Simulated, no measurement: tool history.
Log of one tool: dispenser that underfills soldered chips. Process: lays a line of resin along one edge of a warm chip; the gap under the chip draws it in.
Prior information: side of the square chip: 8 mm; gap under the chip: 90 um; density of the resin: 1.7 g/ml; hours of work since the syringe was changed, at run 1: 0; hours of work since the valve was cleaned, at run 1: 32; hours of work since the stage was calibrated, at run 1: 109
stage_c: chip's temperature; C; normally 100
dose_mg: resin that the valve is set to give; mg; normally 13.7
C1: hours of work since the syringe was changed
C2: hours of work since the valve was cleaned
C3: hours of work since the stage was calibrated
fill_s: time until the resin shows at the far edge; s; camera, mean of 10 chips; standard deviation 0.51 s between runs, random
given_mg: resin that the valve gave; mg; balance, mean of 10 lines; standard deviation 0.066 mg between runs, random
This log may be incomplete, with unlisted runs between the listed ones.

Run 1, hour 0: usual settings; C1 0; C2 32; C3 109. Result: fill_s 42.2 s, given_mg 13.67 mg.
Run 2, hour 2.1: usual settings; C1 2; C2 34; C3 111. Result: fill_s 47 s, given_mg 13.61 mg.
Run 3, hour 6.4: usual settings but stage_c 89 C; C1 5; C2 37; C3 114. Result: fill_s 89.8 s, given_mg 13.57 mg.
At hour 9.1: new syringe of resin.
Run 4, hour 9.4: usual settings but stage_c 89 C; C1 0; C2 39; C3 116. Result: fill_s 62 s, given_mg 13.54 mg.
Run 5, hour 13.6: usual settings but stage_c 89 C; C1 3; C2 42; C3 120. Result: fill_s 78.7 s, given_mg 13.65 mg.
At hour 18.6: new syringe of resin.
Run 6, hour 18.6: usual settings; C1 0; C2 46; C3 123. Result: fill_s 39.3 s, given_mg 13.48 mg.
Run 7, hour 21.7: usual settings; C1 2; C2 48; C3 126. Result: fill_s 46.5 s, given_mg 13.48 mg.
Run 8, hour 24.6: usual settings; C1 5; C2 50; C3 128. Result: fill_s 54.9 s, given_mg 13.49 mg.
Run 9, hour 27: usual settings; C1 6; C2 52; C3 130. Result: fill_s 63.6 s, given_mg 13.5 mg.
At hour 28.2: new syringe of resin.
Run 10, hour 31.9: usual settings; C1 3; C2 56; C3 133. Result: fill_s 49.9 s, given_mg 13.53 mg.
Run 11, hour 34.5: usual settings; C1 5; C2 58; C3 135. Result: fill_s 57.6 s, given_mg 13.39 mg.
At hour 38: new syringe of resin.
Run 12, hour 38.4: usual settings but dose_mg 12.3 mg; C1 0; C2 61; C3 138. Result: fill_s 41.2 s, given_mg 12.13 mg.
Run 13, hour 41.3: usual settings but dose_mg 12.3 mg; C1 3; C2 63; C3 140. Result: fill_s 49.3 s, given_mg 11.97 mg.
Run 14, hour 44.6: usual settings but dose_mg 12.3 mg; C1 5; C2 65; C3 143. Result: fill_s 58.2 s, given_mg 12.07 mg.
At hour 47.7: new syringe of resin.
Run 15, hour 48.6: usual settings but stage_c 90 C; C1 1; C2 68; C3 145. Result: fill_s 60.2 s, given_mg 13.4 mg.
Run 16, hour 51: usual settings but stage_c 90 C; C1 3; C2 70; C3 147. Result: fill_s 70.2 s, given_mg 13.34 mg.
Run 17, hour 54: usual settings; C1 5; C2 72; C3 149. Result: fill_s 57.1 s, given_mg 13.34 mg.
At hour 57.4: new syringe of resin.
Run 18, hour 58.9: usual settings; C1 1; C2 76; C3 153. Result: fill_s 45.2 s, given_mg 13.42 mg.
Run 19, hour 61.2: usual settings but stage_c 93 C, dose_mg 12.8 mg; C1 3; C2 78; C3 155. Result: fill_s 64.5 s, given_mg 12.36 mg.
Run 20, hour 63.8: usual settings but stage_c 88 C, dose_mg 14.1 mg; C1 5; C2 79; C3 157. Result: fill_s 89.1 s, given_mg 13.73 mg.
At hour 67.1: new syringe of resin.
Run 21, hour 68.5: usual settings but stage_c 101 C, dose_mg 15.4 mg; C1 1; C2 83; C3 160. Result: fill_s 39.9 s, given_mg 14.82 mg.
Run 22, hour 72.8: usual settings but stage_c 102 C, dose_mg 17.4 mg; C1 4; C2 86; C3 163. Result: fill_s 48.7 s, given_mg 16.75 mg.
At hour 76.7: new syringe of resin.
Run 23, hour 77.9: usual settings but stage_c 111 C, dose_mg 13.5 mg; C1 1; C2 90; C3 167. Result: fill_s 29.7 s, given_mg 13.02 mg.
Run 24, hour 82.8: usual settings but stage_c 105 C, dose_mg 17.1 mg; C1 5; C2 94; C3 171. Result: fill_s 45.3 s, given_mg 16.59 mg.
Run 25, hour 85.3: usual settings but stage_c 104 C, dose_mg 17.7 mg; C1 7; C2 95; C3 173. Result: fill_s 51.8 s, given_mg 17.11 mg.
At hour 86.6: new syringe of resin.
Run 26, hour 88: usual settings but stage_c 88 C, dose_mg 17.7 mg; C1 1; C2 97; C3 175. Result: fill_s 65.4 s, given_mg 17.08 mg.
Run 27, hour 90.9: usual settings but stage_c 94 C, dose_mg 13.4 mg; C1 3; C2 100; C3 177. Result: fill_s 63.2 s, given_mg 12.95 mg.
Run 28, hour 93.4: usual settings but stage_c 113 C, dose_mg 12 mg; C1 5; C2 101; C3 179. Result: fill_s 38.9 s, given_mg 11.71 mg.
Run 29, hour 95.5: usual settings but stage_c 99 C, dose_mg 15.2 mg; C1 7; C2 103; C3 180. Result: fill_s 66.7 s, given_mg 14.61 mg.
At hour 96.2: new syringe of resin.
Run 30, hour 97.9: usual settings but stage_c 99 C, dose_mg 15.2 mg; C1 1; C2 105; C3 182. Result: fill_s 44.2 s, given_mg 14.46 mg.
Run 31, hour 100.9: usual settings but stage_c 101 C, dose_mg 15.4 mg; C1 4; C2 107; C3 184. Result: fill_s 49.5 s, given_mg 14.88 mg.
Run 32, hour 104: usual settings but stage_c 101 C, dose_mg 15.4 mg; C1 6; C2 109; C3 187. Result: fill_s 57.7 s, given_mg 14.68 mg.
At hour 105.8: new syringe of resin.
Run 33, hour 107.8: usual settings but stage_c 101 C, dose_mg 15.4 mg; C1 1; C2 112; C3 189. Result: fill_s 43.2 s, given_mg 14.72 mg.
Run 34, hour 110.4: usual settings but stage_c 96 C, dose_mg 15.4 mg; C1 3; C2 114; C3 191. Result: fill_s 59.2 s, given_mg 14.76 mg.
Run 35, hour 112.6: usual settings but stage_c 108 C, dose_mg 17.6 mg; C1 5; C2 116; C3 193. Result: fill_s 43.5 s, given_mg 16.94 mg.

How would selected steps in fill_s from run to run divide? Give the signed amount a tool lacking its hidden state would still show from settings, what came in and random variation, and the signed amount left for the hidden state, including any gauge scatter that is not in both of the compared results.
Hidden state present: resin's viscosity, % of fresh resin's; dose that the valve gives, % of what is set; true chip temperature over the reading, C; drift of the gauge itself on fill_s, %; drift of the gauge itself on given_mg, %.
Run 2 -> 3: stage_c 100 -> 89. fill_s +42.8 s: hidden state +21.5, all else +21.3.
Run 3 -> 4: new syringe of resin. fill_s -27.8 s: hidden state -27.1, all else -0.7.
Run 5 -> 6: stage_c 89 -> 100, new syringe of resin. fill_s -39.4 s: hidden state -18.1, all else -21.3.
Run 20 -> 21: stage_c 88 -> 101, dose_mg 14.1 -> 15.4, new syringe of resin. fill_s -49.2 s: hidden state -22.2, all else -27.
Run 29 -> 30: new syringe of resin. fill_s -22.5 s: hidden state -21.9, all else -0.6.

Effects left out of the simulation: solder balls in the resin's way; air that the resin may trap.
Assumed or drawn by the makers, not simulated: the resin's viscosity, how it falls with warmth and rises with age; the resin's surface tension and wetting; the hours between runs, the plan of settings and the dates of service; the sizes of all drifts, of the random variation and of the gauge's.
